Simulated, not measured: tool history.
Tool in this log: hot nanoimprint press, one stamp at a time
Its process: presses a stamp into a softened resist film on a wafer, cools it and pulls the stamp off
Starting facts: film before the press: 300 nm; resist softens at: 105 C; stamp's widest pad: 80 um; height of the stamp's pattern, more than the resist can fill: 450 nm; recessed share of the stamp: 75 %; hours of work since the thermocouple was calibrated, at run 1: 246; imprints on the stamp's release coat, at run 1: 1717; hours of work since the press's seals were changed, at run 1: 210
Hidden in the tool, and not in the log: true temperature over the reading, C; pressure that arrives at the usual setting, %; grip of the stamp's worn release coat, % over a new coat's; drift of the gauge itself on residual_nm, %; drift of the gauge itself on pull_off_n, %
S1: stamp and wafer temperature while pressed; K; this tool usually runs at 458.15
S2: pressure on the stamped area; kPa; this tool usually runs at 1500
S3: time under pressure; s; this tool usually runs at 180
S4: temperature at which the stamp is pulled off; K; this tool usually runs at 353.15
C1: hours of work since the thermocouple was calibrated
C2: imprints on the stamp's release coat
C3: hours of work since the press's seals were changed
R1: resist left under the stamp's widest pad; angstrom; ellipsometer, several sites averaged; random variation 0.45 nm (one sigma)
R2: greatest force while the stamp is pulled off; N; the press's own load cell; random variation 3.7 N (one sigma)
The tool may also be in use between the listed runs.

run	hour	S1	S2	S3	S4	C1	C2	C3	R1	R2
1	0.0	458.15	1500	180	353.15	246	1717	210	1192	216
2	16.6	458.15	1500	180	353.15	257	1795	221	1199	225
3	26.6	458.15	970	180	353.15	264	1843	228	1425	218
4	43.7	458.15	1500	198	353.15	275	1923	239	1157	227
5	62.0	458.15	1500	198	353.15	287	2009	252	1146	223
6	77.4	458.15	1500	198	353.15	298	2081	262	1155	226
7	86.3	458.15	1500	198	353.15	304	2124	268	1155	221
8	102.8	458.15	1500	198	353.15	315	2201	279	1146	241
9	121.0	458.15	1500	198	353.15	327	2287	291	1160	232
# hour 131.2: plate thermocouple calibrated
# hour 139.0: stamp cleaned and given a new release coat
10	144.9	458.15	1500	198	353.15	5	28	301	1120	181
11	161.1	458.15	1500	180	351.15	16	104	312	1167	186
12	180.7	458.15	1500	180	351.15	29	196	325	1168	190
13	191.5	459.15	1570	96	343.15	37	247	333	1429	203
14	210.6	469.15	2000	227	356.15	49	337	345	626	188
15	222.8	467.15	1350	175	348.15	58	394	354	918	202
16	236.5	458.15	1630	180	355.15	67	459	363	1134	181
17	252.0	447.15	1230	267	353.15	77	532	373	1627	194
18	267.0	449.15	1050	142	359.15	87	602	383	1966	182
19	285.4	449.15	1830	300	353.15	100	689	396	1243	197
20	303.8	458.15	1830	300	351.15	112	775	408	866	198
21	314.5	463.15	1170	187	353.15	119	826	415	1096	207
22	328.5	457.15	1940	187	343.15	129	892	425	1087	215
23	345.4	457.15	2380	246	343.15	140	971	436	884	221

The same runs without the tool's hidden state, with the same run-to-run variation:
run	R1	R2
1	1163	176
2	1168	182
3	1393	176
4	1125	181
5	1112	176
6	1120	178
7	1119	173
8	1109	186
9	1122	179
10	1110	180
11	1156	183
12	1155	186
13	1413	197
14	615	180
15	906	192
16	1116	171
17	1605	182
18	1945	169
19	1215	181
20	845	180
21	1076	187
22	1059	193
23	856	197
